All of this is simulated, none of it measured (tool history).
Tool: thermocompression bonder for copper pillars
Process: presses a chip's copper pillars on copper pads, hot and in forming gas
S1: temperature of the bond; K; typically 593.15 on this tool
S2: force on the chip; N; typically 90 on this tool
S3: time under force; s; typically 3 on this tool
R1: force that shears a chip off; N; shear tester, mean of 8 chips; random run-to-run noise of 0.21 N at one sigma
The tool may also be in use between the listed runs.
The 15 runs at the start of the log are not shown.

run,day,S1,S2,S3,R1
16,14.421,618.15,90,3,65.0
# day 14.579: heater calibrated with a thermocouple chip
17,15.667,593.15,90,2,49.3
18,16.596,593.15,90,2,49.1
# day 17.162: heater calibrated with a thermocouple chip, once more
19,17.200,593.15,90,2,44.2
20,17.738,593.15,90,2,43.9
21,18.908,593.15,90,2,44.2
# day 19.012: forming gas filter changed
22,19.692,585.15,73,2,33.5
23,20.533,593.15,113,3,64.3
24,21.058,622.15,67,6,60.0
25,21.600,622.15,67,6,60.0
26,22.804,565.15,116,4,58.3
27,23.721,583.15,54,7,38.0
28,24.767,611.15,54,2,29.5
29,25.842,611.15,54,2,29.0
30,26.612,592.15,90,4,55.8
31,27.308,613.15,75,4,54.4
32,28.179,619.15,62,3,42.4
# day 28.475: forming gas filter changed
33,28.992,619.15,62,3,43.9
34,29.604,619.15,62,3,43.9
35,30.858,619.15,62,3,44.0
36,31.675,619.15,62,3,43.8
37,32.225,599.15,111,3,65.7
38,33.338,599.15,111,3,65.6
39,33.879,599.15,111,3,65.5
40,34.458,605.15,90,9,75.3

Alternative continuations, all from the tool just after run 40; predict every row:
A,35.529,578.15,90,9,?
B,35.529,574.15,113,3,?
C,35.529,593.15,107,3,?
D,35.529,566.15,105,3,?

run,R1
A,65.2
B,56.1
C,60.9
D,49.6
Take away the tool's hidden state, keep each run's random variation, and the runs would have read:
run,R1
A,65.0
B,55.5
C,60.5
D,48.9

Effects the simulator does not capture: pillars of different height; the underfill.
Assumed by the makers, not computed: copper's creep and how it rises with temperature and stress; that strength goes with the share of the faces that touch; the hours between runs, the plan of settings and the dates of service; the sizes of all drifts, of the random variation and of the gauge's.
